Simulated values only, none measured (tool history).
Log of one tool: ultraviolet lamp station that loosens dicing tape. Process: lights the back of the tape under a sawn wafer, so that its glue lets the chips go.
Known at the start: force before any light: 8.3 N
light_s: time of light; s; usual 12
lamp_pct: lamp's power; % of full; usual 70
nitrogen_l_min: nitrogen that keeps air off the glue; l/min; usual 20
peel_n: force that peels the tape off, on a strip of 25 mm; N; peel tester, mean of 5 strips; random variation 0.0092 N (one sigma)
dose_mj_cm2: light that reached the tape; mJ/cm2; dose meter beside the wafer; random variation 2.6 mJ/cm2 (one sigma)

Run 1, hour 0: usual settings. Result: peel_n 0.617 N, dose_mj_cm2 270 mJ/cm2.
Run 2, hour 40.5: usual settings but lamp_pct 79 % of full. Result: peel_n 0.481 N, dose_mj_cm2 304 mJ/cm2.
Run 3, hour 98.8: usual settings but lamp_pct 79 % of full. Result: peel_n 0.503 N, dose_mj_cm2 295 mJ/cm2.
Run 4, hour 134.5: usual settings but light_s 15 s. Result: peel_n 0.392 N, dose_mj_cm2 322 mJ/cm2.
Run 5, hour 172: usual settings but light_s 15 s. Result: peel_n 0.417 N, dose_mj_cm2 316 mJ/cm2.
At hour 175.1: window cleaned of glue's vapour.
Run 6, hour 210.8: usual settings but light_s 15 s, lamp_pct 80 % of full. Result: peel_n 0.314 N, dose_mj_cm2 354 mJ/cm2.
Run 7, hour 264.9: usual settings but light_s 15 s, lamp_pct 80 % of full. Result: peel_n 0.331 N, dose_mj_cm2 348 mJ/cm2.
Run 8, hour 322.6: usual settings but light_s 15 s, nitrogen_l_min 8 l/min. Result: peel_n 1.092 N, dose_mj_cm2 297 mJ/cm2.
Run 9, hour 354.4: usual settings but light_s 15 s, nitrogen_l_min 8 l/min. Result: peel_n 1.103 N, dose_mj_cm2 293 mJ/cm2.
Run 10, hour 387: usual settings but light_s 15 s, nitrogen_l_min 8 l/min. Result: peel_n 1.14 N, dose_mj_cm2 287 mJ/cm2.

5 ways to go on from here, each from the tool as it stands after run 10. What would each give?
Run A, hour 440.5: usual settings but light_s 7 s. Result: peel_n ?, dose_mj_cm2 ?.
Run B, hour 440.5: usual settings but lamp_pct 91 % of full. Result: peel_n ?, dose_mj_cm2 ?.
Run C, hour 440.5: usual settings but nitrogen_l_min 38 l/min. Result: peel_n ?, dose_mj_cm2 ?.
Run D, hour 440.5: usual settings but light_s 7 s, lamp_pct 78 % of full, nitrogen_l_min 8 l/min. Result: peel_n ?, dose_mj_cm2 ?.
Run E, hour 440.5: usual settings but light_s 15 s, lamp_pct 88 % of full, nitrogen_l_min 8 l/min. Result: peel_n ?, dose_mj_cm2 ?.

run  peel_n  dose_mj_cm2
  A   2.185          135
  B   0.501          292
  C   0.534          228
  D   2.899          148
  E    0.75          359
Without the tool's hidden state the same runs would have given:
run  peel_n  dose_mj_cm2
  A   1.227          194
  B   0.212          424
  C   0.222          329
  D   1.843          214
  E   0.314          520
